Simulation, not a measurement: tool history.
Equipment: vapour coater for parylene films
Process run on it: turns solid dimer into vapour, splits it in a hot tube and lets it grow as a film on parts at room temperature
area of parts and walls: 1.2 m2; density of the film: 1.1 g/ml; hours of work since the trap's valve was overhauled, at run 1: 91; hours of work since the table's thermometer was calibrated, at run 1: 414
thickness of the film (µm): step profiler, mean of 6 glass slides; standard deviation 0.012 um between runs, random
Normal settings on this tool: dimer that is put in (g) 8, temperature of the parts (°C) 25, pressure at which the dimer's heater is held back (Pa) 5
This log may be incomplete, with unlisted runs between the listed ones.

run   hour  dimer that is put in (g)  temperature of the parts (°C)  pressure at which the dimer's heater is held back (Pa)  hours of work since the trap's valve was overhauled  hours of work since the table's thermometer was calibrated  thickness of the film (µm)
  1      0                         8                             25                                                       5                                                   91                                                         414                        4.49
  2   25.4                         8                             25                                                       5                                                  103                                                         426                        4.46
  3   51.2                         4                             25                                                       5                                                  115                                                         438                        2.23
  4   71.4                         8                             25                                                    11.3                                                  124                                                         447                        3.71
  5   96.4                         8                             25                                                    6.18                                                  135                                                         458                        4.25
  6  109.6                         8                             25                                                    6.18                                                  141                                                         464                        4.25
  7  128.8                         8                             35                                                    6.18                                                  150                                                         473                        3.43
  8  151.7                         8                             35                                                    6.18                                                  161                                                         484                         3.4
  9  181.7                         8                             35                                                    6.18                                                  174                                                         497                        3.42
 10  207.4                         3                             35                                                    6.18                                                  186                                                         509                        1.28
 11  226.7                         3                             35                                                    6.18                                                  195                                                         518                        1.26
 12  241.5                         7                             23                                                   11.25                                                  202                                                         525                        3.38
 13  273.4                         8                             25                                                    4.22                                                  216                                                         539                        4.59
 14  294.3                         5                             25                                                    9.54                                                  226                                                         549                        2.39
 15  319.9                         5                             25                                                    9.54                                                  238                                                         561                        2.38
 16  336.8                         9                             29                                                    2.41                                                  245                                                         568                        5.33
 17  352.5                         4                             20                                                    2.41                                                  253                                                         576                        2.86
 18  374.3                         4                             20                                                    2.41                                                  263                                                         586                        2.85
 19  394.7                        13                             33                                                    3.38                                                  272                                                         595                        6.54
 20  422.8                        13                             33                                                    3.38                                                  285                                                         608                        6.52

Predict each of these 4 candidate next runs independently; none follows another, all start after run 20:
  A  446.2                         8                             25                                                    6.48                                                  296                                                         618                           ?
  B  446.2                        13                             33                                                     4.3                                                  296                                                         618                           ?
  C  446.2                        10                             33                                                    3.38                                                  296                                                         618                           ?
  D  446.2                         4                             17                                                    3.38                                                  296                                                         618                           ?

run  thickness of the film (µm)
  A                        4.13
  B                        6.18
  C                        5.02
  D                        2.84
What these runs would have given with no unlogged condition in the tool:
run  thickness of the film (µm)
  A                        4.24
  B                        6.34
  C                        5.15
  D                        2.91

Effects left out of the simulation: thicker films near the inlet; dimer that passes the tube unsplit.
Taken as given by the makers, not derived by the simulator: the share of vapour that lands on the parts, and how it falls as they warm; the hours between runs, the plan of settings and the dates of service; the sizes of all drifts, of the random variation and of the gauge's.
